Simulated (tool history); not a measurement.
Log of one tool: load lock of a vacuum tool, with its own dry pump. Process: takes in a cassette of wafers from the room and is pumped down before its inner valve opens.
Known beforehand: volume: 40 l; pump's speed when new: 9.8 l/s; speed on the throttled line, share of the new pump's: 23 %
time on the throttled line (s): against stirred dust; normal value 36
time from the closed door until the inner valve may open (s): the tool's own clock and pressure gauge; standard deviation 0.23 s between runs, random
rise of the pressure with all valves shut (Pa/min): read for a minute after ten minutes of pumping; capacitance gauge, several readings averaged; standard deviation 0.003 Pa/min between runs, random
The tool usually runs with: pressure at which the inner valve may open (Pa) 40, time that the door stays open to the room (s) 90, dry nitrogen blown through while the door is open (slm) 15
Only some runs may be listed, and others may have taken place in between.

| run | hour | time on the throttled line (s) | pressure at which the inner valve may open (Pa) | time that the door stays open to the room (s) | dry nitrogen blown through while the door is open (slm) | incoming humidity of the room's air, % | time from the closed door until the inner valve may open (s) | rise of the pressure with all valves shut (Pa/min) |
|---|---|---|---|---|---|---|---|---|
| 1 | 0 | 36 | 40 | 90 | 15 | 43.2 | 59.9 | 0.06 |
| 2 | 45.7 | 36 | 40 | 90 | 8 | 44.6 | 59.8 | 0.077 |
| 3 | 114.9 | 36 | 40 | 90 | 8 | 42.7 | 60.1 | 0.075 |
| 4 | 211.9 | 36 | 38 | 90 | 8 | 43 | 60.3 | 0.073 |
| 5 | 314.6 | 32 | 40 | 90 | 15 | 41.8 | 57.3 | 0.07 |
| 6 | 373.9 | 32 | 40 | 90 | 15 | 50 | 56.6 | 0.071 |
| 7 | 429.6 | 67 | 40 | 90 | 15 | 44 | 83.9 | 0.067 |
| 8 | 535.2 | 67 | 40 | 90 | 15 | 44 | 83.5 | 0.07 |
| 9 | 618.1 | 67 | 40 | 90 | 15 | 42.5 | 83.8 | 0.073 |
| 10 | 663.7 | 67 | 40 | 90 | 15 | 45.4 | 83.8 | 0.075 |
| 11 | 721.3 | 36 | 40 | 90 | 15 | 43.8 | 60.2 | 0.079 |
| 12 | 772.3 | 36 | 40 | 90 | 15 | 44.1 | 60.3 | 0.07 |
| 13 | 844.1 | 36 | 40 | 90 | 9 | 45.2 | 60.1 | 0.092 |
| 14 | 893.9 | 36 | 40 | 90 | 9 | 45.3 | 60.1 | 0.086 |
| 15 | 952.8 | 36 | 40 | 90 | 9 | 43.4 | 60.1 | 0.086 |
| 16 | 1030.8 | 36 | 40 | 126 | 9 | 45.6 | 59.7 | 0.093 |
| 17 | 1104.8 | 36 | 40 | 126 | 9 | 42.8 | 60.1 | 0.09 |
| 18 | 1160.6 | 36 | 61 | 126 | 9 | 45.4 | 58.1 | 0.095 |
| 19 | 1234.4 | 36 | 61 | 126 | 9 | 46.4 | 58.4 | 0.095 |
| 20 | 1340.8 | 48 | 70 | 39 | 6 | 48.4 | 66.7 | 0.091 |
| 21 | 1433.7 | 28 | 40 | 210 | 26 | 45.5 | 54.1 | 0.088 |
| 22 | 1516.5 | 28 | 40 | 210 | 26 | 41 | 54.4 | 0.082 |
| 23 | 1608.8 | 28 | 32 | 221 | 26 | 43.6 | 54.8 | 0.087 |
| 24 | 1684.1 | 36 | 79 | 90 | 15 | 47.8 | 57.7 | 0.092 |
| 25 | 1761.7 | 36 | 79 | 90 | 15 | 44.4 | 57.6 | 0.087 |
| 26 | 1821.4 | 36 | 40 | 90 | 17 | 45.8 | 60.3 | 0.092 |
| 27 | 1877.9 | 36 | 36 | 90 | 22 | 43.7 | 60.9 | 0.086 |
| 28 | 1969.9 | 47 | 77 | 106 | 19 | 43.4 | 65.5 | 0.096 |
| 29 | 2068.9 | 36 | 40 | 38 | 15 | 43.7 | 60.2 | 0.091 |
| 30 | 2140.7 | 36 | 40 | 38 | 15 | 46.9 | 60.4 | 0.09 |
| 31 | 2236.1 | 36 | 40 | 38 | 15 | 44.2 | 60.5 | 0.089 |
| 32 | 2295.2 | 36 | 40 | 211 | 6 | 45.8 | 60.2 | 0.138 |
| 33 | 2364.1 | 36 | 40 | 211 | 6 | 46.6 | 59.9 | 0.137 |
| 34 | 2415.5 | 36 | 77 | 33 | 6 | 47.4 | 57.5 | 0.109 |
| 35 | 2467.2 | 35 | 67 | 90 | 15 | 44.8 | 57.2 | 0.102 |
| 36 | 2510.3 | 35 | 67 | 90 | 15 | 44 | 57.5 | 0.104 |
| 37 | 2591.9 | 35 | 67 | 90 | 15 | 43.2 | 57.6 | 0.105 |
| 38 | 2653.6 | 35 | 67 | 90 | 15 | 49 | 57.1 | 0.11 |

How would selected steps in time from the closed door until the inner valve may open (s) from run to run divide? Give the signed amount a tool lacking its hidden state would still show from settings, what came in and random variation, and the signed amount left for the hidden state, including any gauge scatter that is not in both of the compared results.
Hidden state present: pump's speed, % of a new pump's; leak at the door's seal, Pa l/s; drift of the gauge itself on ready_s, %; drift of the gauge itself on rise_pa_min, %.
Run 4 -> 5: time on the throttled line (s) 36 -> 32, pressure at which the inner valve may open (Pa) 38 -> 40, dry nitrogen blown through while the door is open (slm) 8 -> 15. time from the closed door until the inner valve may open (s) -3: hidden state +0.1, all else -3.1.
Run 6 -> 7: time on the throttled line (s) 32 -> 67. time from the closed door until the inner valve may open (s) +27.3: hidden state +0, all else +27.3.
Run 10 -> 11: time on the throttled line (s) 67 -> 36. time from the closed door until the inner valve may open (s) -23.6: hidden state +0.1, all else -23.7.
Run 12 -> 13: dry nitrogen blown through while the door is open (slm) 15 -> 9. time from the closed door until the inner valve may open (s) -0.2: hidden state -0.1, all else -0.1.
Run 20 -> 21: time on the throttled line (s) 48 -> 28, pressure at which the inner valve may open (Pa) 70 -> 40, time that the door stays open to the room (s) 39 -> 210, dry nitrogen blown through while the door is open (slm) 6 -> 26. time from the closed door until the inner valve may open (s) -12.6: hidden state +0, all else -12.6.
